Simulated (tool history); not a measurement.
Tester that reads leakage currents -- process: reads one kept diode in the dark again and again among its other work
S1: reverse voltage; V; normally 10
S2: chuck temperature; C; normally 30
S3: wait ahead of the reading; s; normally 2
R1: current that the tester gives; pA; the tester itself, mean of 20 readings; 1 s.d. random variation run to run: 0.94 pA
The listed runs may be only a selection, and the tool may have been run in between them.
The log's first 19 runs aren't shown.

run,hour,S1,S2,S3,R1
20,1927.5,9.4,42,2,729.96
# hour 1936.5: probe card cleaned and baked
21,2030,4.8,30,2.32,208.19
22,2148.4,2.6,22,1.17,78.79
# hour 2214: probe card cleaned and baked, once more
23,2265.4,2.1,35,2,181.7
24,2340.1,1.8,40,0.72,237.85
25,2455.3,1.8,40,0.72,238.17
26,2517.4,5.5,40,0.72,446.27
27,2586.3,5.5,40,0.72,446.12
28,2718.2,5.5,40,0.72,441.61
29,2813.5,1.5,40,0.6,211.7
30,2899.8,1.5,40,0.6,209.79
31,2991.1,10,46,5.2,935.6
32,3074.8,2.7,32,0.78,162.2
33,3160,2.7,32,0.78,160.37
34,3233,2.7,32,0.78,160.74
35,3360.7,2.7,32,0.78,158.88
36,3430.7,4.2,26,1.46,129.25
37,3526.7,2.1,40,6.94,247.14
38,3644.8,14.8,30,6.75,358.93
39,3730,6.5,30,3.98,221.43

What if the next run were any one of these 4? Each begins from the tool's condition after run 39:
A,3865.5,1.6,30,1.02,?
B,3865.5,14.5,41,3.98,?
C,3865.5,10,30,2,?
D,3865.5,6.5,26,0.96,?

run,R1
A,99.91
B,783.87
C,283.49
D,164.2
With no hidden state in the tool, these same runs would have given:
run,R1
A,111.95
B,870.35
C,313.69
D,181.58

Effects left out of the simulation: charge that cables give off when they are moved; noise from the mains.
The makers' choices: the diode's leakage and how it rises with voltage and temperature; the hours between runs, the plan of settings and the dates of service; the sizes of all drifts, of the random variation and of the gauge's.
